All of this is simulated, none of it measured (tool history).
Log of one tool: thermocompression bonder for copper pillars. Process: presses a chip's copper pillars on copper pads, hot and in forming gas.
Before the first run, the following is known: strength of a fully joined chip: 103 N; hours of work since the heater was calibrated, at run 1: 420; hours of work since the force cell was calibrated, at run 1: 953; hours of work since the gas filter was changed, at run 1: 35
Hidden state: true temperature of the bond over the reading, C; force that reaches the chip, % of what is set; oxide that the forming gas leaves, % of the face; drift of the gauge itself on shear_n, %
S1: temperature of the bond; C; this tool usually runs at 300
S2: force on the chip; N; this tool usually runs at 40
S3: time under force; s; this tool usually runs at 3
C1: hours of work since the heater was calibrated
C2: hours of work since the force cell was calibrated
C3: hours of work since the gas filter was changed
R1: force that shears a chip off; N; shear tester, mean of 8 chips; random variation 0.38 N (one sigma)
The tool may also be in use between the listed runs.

Run 1, hour 0.0: usual settings; C1 420; C2 953; C3 35. Result: R1 43.8 N.
Run 2, hour 27.5: usual settings; C1 432; C2 965; C3 46. Result: R1 42.9 N.
Run 3, hour 46.3: usual settings but S3 7 s; C1 440; C2 973; C3 54. Result: R1 58.1 N.
Run 4, hour 68.4: usual settings; C1 449; C2 982; C3 63. Result: R1 42.7 N.
Run 5, hour 94.7: usual settings; C1 460; C2 993; C3 74. Result: R1 42.8 N.
Run 6, hour 122.6: usual settings but S1 303 C; C1 471; C2 1005; C3 86. Result: R1 43.6 N.
Run 7, hour 138.6: usual settings but S1 303 C; C1 478; C2 1011; C3 93. Result: R1 43.2 N.
Run 8, hour 158.9: usual settings but S1 303 C; C1 487; C2 1020; C3 101. Result: R1 42.7 N.
Run 9, hour 179.2: usual settings but S1 303 C; C1 495; C2 1028; C3 110. Result: R1 43.1 N.
Run 10, hour 195.3: usual settings but S1 303 C; C1 502; C2 1035; C3 116. Result: R1 43.2 N.
Run 11, hour 219.5: usual settings but S1 303 C; C1 512; C2 1045; C3 126. Result: R1 42.1 N.
Run 12, hour 246.6: usual settings; C1 523; C2 1057; C3 138. Result: R1 40.3 N.
Run 13, hour 261.0: usual settings; C1 529; C2 1063; C3 144. Result: R1 40.6 N.
At hour 274.7: forming gas filter changed.
Run 14, hour 282.4: usual settings but S1 288 C, S2 32 N; C1 538; C2 1071; C3 3. Result: R1 32.7 N.
Run 15, hour 305.1: usual settings but S1 288 C, S2 32 N; C1 548; C2 1081; C3 13. Result: R1 33.0 N.
Run 16, hour 322.2: usual settings but S1 286 C, S2 57 N, S3 2 s; C1 555; C2 1088; C3 20. Result: R1 44.0 N.
Run 17, hour 344.2: usual settings but S1 286 C, S2 57 N, S3 2 s; C1 564; C2 1097; C3 29. Result: R1 44.2 N.
At hour 364.3: force cell calibrated.
Run 18, hour 366.7: usual settings but S1 286 C, S2 57 N, S3 2 s; C1 573; C2 1; C3 38. Result: R1 45.1 N.
Run 19, hour 381.3: usual settings but S1 295 C, S2 34 N, S3 6 s; C1 579; C2 7; C3 44. Result: R1 49.5 N.
Run 20, hour 394.4: usual settings but S1 275 C, S2 36 N, S3 7 s; C1 584; C2 13; C3 49. Result: R1 43.4 N.
Run 21, hour 415.7: usual settings but S1 274 C, S2 58 N, S3 7 s; C1 593; C2 22; C3 58. Result: R1 60.9 N.
Run 22, hour 432.8: usual settings but S1 275 C, S2 34 N, S3 2 s; C1 600; C2 29; C3 65. Result: R1 24.9 N.
Run 23, hour 446.6: usual settings but S1 324 C, S3 6 s; C1 606; C2 34; C3 71. Result: R1 66.3 N.
Run 24, hour 473.9: usual settings but S2 37 N; C1 617; C2 46; C3 83. Result: R1 41.6 N.
Run 25, hour 488.1: usual settings but S1 326 C; C1 623; C2 52; C3 89. Result: R1 54.5 N.
Run 26, hour 507.0: usual settings but S1 326 C; C1 631; C2 60; C3 96. Result: R1 53.7 N.

Below are 5 alternative next runs, each starting from the tool's condition after run 26. Predict each:
Run A, hour 527.1: usual settings but S1 325 C; C1 640; C2 68; C3 105. Result: R1 ?.
Run B, hour 527.1: usual settings but S1 325 C; C1 640; C2 68; C3 105. Result: R1 ?.
Run C, hour 527.1: usual settings but S1 299 C, S2 51 N; C1 640; C2 68; C3 105. Result: R1 ?.
Run D, hour 527.1: usual settings but S3 2 s; C1 640; C2 68; C3 105. Result: R1 ?.
Run E, hour 527.1: usual settings but S1 326 C; C1 640; C2 68; C3 105. Result: R1 ?.

run    R1
  A  53.1
  B  54.0
  C  51.3
  D  37.0
  E  54.3
What these runs would have given with no unlogged condition in the tool:
run    R1
  A  56.0
  B  56.9
  C  53.9
  D  38.7
  E  57.3

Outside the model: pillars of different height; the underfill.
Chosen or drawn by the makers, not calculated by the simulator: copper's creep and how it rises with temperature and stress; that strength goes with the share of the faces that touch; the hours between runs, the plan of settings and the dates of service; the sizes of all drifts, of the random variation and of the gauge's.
